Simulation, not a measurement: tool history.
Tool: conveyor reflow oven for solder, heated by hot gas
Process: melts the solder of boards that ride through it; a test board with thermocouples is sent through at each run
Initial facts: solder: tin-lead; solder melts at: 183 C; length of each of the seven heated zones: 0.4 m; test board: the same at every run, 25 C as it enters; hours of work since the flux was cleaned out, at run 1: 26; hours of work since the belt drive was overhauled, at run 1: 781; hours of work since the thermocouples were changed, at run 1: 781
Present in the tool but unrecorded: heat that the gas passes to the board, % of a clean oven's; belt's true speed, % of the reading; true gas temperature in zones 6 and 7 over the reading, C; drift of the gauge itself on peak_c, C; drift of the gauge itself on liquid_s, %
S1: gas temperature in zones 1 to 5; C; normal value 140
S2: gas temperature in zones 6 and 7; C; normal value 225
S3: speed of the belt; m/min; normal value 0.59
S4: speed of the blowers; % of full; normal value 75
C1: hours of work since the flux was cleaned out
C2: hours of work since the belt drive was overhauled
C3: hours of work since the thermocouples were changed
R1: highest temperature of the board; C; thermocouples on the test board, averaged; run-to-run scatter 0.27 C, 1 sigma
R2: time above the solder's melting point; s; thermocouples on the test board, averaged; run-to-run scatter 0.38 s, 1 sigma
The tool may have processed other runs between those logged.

| run | hour | S1 | S2 | S3 | S4 | C1 | C2 | C3 | R1 | R2 |
|---|---|---|---|---|---|---|---|---|---|---|
| 1 | 0 | 140 | 225 | 0.59 | 75 | 26 | 781 | 781 | 204.7 | 49.4 |
|  | 13.6 | thermocouples of zones 6 and 7 changed |
|  | 26.2 | belt drive overhauled, speed set with a stopwatch |
| 2 | 30.1 | 140 | 225 | 0.59 | 75 | 44 | 3 | 10 | 206.1 | 50.1 |
| 3 | 41.8 | 140 | 225 | 0.59 | 75 | 53 | 12 | 19 | 206.1 | 50.3 |
| 4 | 55.4 | 128 | 225 | 0.59 | 75 | 64 | 22 | 29 | 203.4 | 41.5 |
| 5 | 67.6 | 128 | 225 | 0.59 | 75 | 73 | 32 | 38 | 203.2 | 42.1 |
| 6 | 81.8 | 128 | 219 | 0.59 | 75 | 84 | 43 | 49 | 198 | 34.3 |
| 7 | 101.7 | 128 | 219 | 0.59 | 75 | 100 | 58 | 65 | 198.3 | 34.7 |
| 8 | 116 | 128 | 219 | 0.59 | 75 | 110 | 69 | 76 | 198.1 | 34 |
| 9 | 140.6 | 128 | 219 | 0.59 | 75 | 129 | 88 | 95 | 197 | 33.4 |
|  | 147.3 | flux residue cleaned out of gas plates and filters |
| 10 | 159.2 | 140 | 225 | 0.59 | 72 | 9 | 98 | 105 | 204.2 | 46.9 |
| 11 | 171.2 | 140 | 225 | 0.59 | 72 | 18 | 108 | 114 | 203.3 | 45.1 |
| 12 | 183.9 | 140 | 225 | 0.59 | 72 | 28 | 117 | 124 | 203.3 | 45.5 |
| 13 | 198 | 140 | 225 | 0.59 | 72 | 39 | 128 | 135 | 203.1 | 45.3 |
| 14 | 214.7 | 152 | 225 | 0.59 | 72 | 52 | 141 | 148 | 205.8 | 54.2 |
| 15 | 230.1 | 152 | 225 | 0.59 | 72 | 64 | 153 | 160 | 205.7 | 53.6 |
| 16 | 243.3 | 145 | 213 | 0.59 | 72 | 74 | 163 | 170 | 194.2 | 33.5 |
|  | 256.8 | flux residue cleaned out of gas plates and filters, once more |
| 17 | 269.2 | 139 | 213 | 0.59 | 59 | 10 | 179 | 186 | 192.6 | 26.6 |
| 18 | 290 | 139 | 213 | 0.59 | 59 | 26 | 195 | 202 | 192.5 | 25.2 |
| 19 | 301.8 | 139 | 222 | 0.497 | 59 | 35 | 204 | 211 | 204.6 | 57.5 |
| 20 | 319.4 | 130 | 222 | 0.497 | 57 | 48 | 218 | 224 | 202.5 | 49.2 |
| 21 | 343.1 | 130 | 222 | 0.497 | 61 | 66 | 236 | 243 | 203 | 51.3 |
| 22 | 356.4 | 143 | 225 | 0.6 | 75 | 77 | 246 | 253 | 206.5 | 49.6 |
| 23 | 380.2 | 143 | 225 | 0.6 | 75 | 95 | 265 | 271 | 206 | 49.5 |
| 24 | 403.4 | 133 | 225 | 0.517 | 75 | 113 | 282 | 289 | 208.5 | 57.7 |
| 25 | 427.7 | 130 | 216 | 0.677 | 81 | 131 | 301 | 308 | 192.2 | 21.1 |
| 26 | 447.4 | 130 | 225 | 0.677 | 81 | 147 | 316 | 323 | 198.3 | 30.5 |

Each row is a separate what-if for the run after 26, all from the same tool condition, not one after another. Results?
| A | 471.3 | 128 | 225 | 0.624 | 63 | 165 | 335 | 341 | ? | ? |
| B | 471.3 | 140 | 225 | 0.675 | 51 | 165 | 335 | 341 | ? | ? |
| C | 471.3 | 130 | 225 | 0.677 | 87 | 165 | 335 | 341 | ? | ? |
| D | 471.3 | 140 | 224 | 0.508 | 89 | 165 | 335 | 341 | ? | ? |
| E | 471.3 | 130 | 224 | 0.677 | 58 | 165 | 335 | 341 | ? | ? |

| run | R1 | R2 |
|---|---|---|
| A | 195.7 | 27.6 |
| B | 191.8 | 18.8 |
| C | 200.8 | 33 |
| D | 210.7 | 66.5 |
| E | 190.7 | 15.5 |
What these runs would have given with no unlogged condition in the tool:
| run | R1 | R2 |
|---|---|---|
| A | 198.4 | 31.9 |
| B | 194.1 | 23.1 |
| C | 203.9 | 37 |
| D | 213.1 | 69 |
| E | 193.3 | 20.3 |
